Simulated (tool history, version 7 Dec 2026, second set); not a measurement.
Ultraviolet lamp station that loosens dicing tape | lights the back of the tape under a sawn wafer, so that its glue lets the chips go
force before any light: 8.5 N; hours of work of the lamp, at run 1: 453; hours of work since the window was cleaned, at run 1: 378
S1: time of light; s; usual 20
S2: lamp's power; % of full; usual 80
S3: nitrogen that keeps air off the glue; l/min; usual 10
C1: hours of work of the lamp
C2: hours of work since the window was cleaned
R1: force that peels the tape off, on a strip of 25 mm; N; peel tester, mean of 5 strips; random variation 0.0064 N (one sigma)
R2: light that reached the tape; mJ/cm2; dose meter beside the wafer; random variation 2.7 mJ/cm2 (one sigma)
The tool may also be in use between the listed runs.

run,day,S1,S2,S3,C1,C2,R1,R2
1,0.000,20,80,10,453,378,0.314,296
2,0.367,28,80,10,459,384,0.172,421
3,0.675,28,62,10,464,389,0.279,312
4,1.029,28,62,10,470,395,0.269,321
5,1.596,20,80,10,479,404,0.338,292
6,2.154,20,80,10,488,413,0.337,289
7,2.521,20,80,10,494,419,0.335,286
8,3.162,20,97,10,504,429,0.225,343
9,3.571,20,97,10,511,436,0.219,349
10,4.025,20,97,10,518,443,0.231,349
11,4.383,20,97,10,524,449,0.241,343
# day 4.712: window cleaned of glue's vapour
12,4.892,20,80,10,532,3,0.302,316
13,5.383,31,80,10,539,11,0.146,483
14,5.925,20,80,14,548,19,0.231,306
15,6.588,20,80,14,559,30,0.218,313
16,7.300,20,69,6,570,41,0.683,266
17,7.675,33,66,8,576,47,0.196,414
18,8.312,18,66,15,586,58,0.416,228
19,8.758,27,72,5,593,65,0.403,365
20,9.329,12,80,10,603,74,0.966,178
21,9.854,12,80,10,611,82,0.968,177
22,10.296,12,80,10,618,89,0.979,175
23,10.733,19,64,6,625,96,0.965,226
24,11.062,19,64,8,630,102,0.754,223
25,11.425,20,72,10,636,107,0.432,266
26,11.758,17,65,10,641,113,0.748,200
27,12.271,17,65,10,650,121,0.782,203

5 ways to go on from here, each from the tool as it stands after run 27. What would each give?
A,12.875,17,82,5,659,131,?,?
B,12.875,20,65,10,659,131,?,?
C,12.875,17,63,17,659,131,?,?
D,12.875,24,80,3,659,131,?,?
E,12.875,14,65,10,659,131,?,?

run,R1,R2
A,0.892,256
B,0.543,236
C,0.536,196
D,0.720,353
E,1.125,169
Without the tool's hidden state the same runs would have given:
run,R1,R2
A,0.507,330
B,0.306,306
C,0.303,253
D,0.402,456
E,0.665,218

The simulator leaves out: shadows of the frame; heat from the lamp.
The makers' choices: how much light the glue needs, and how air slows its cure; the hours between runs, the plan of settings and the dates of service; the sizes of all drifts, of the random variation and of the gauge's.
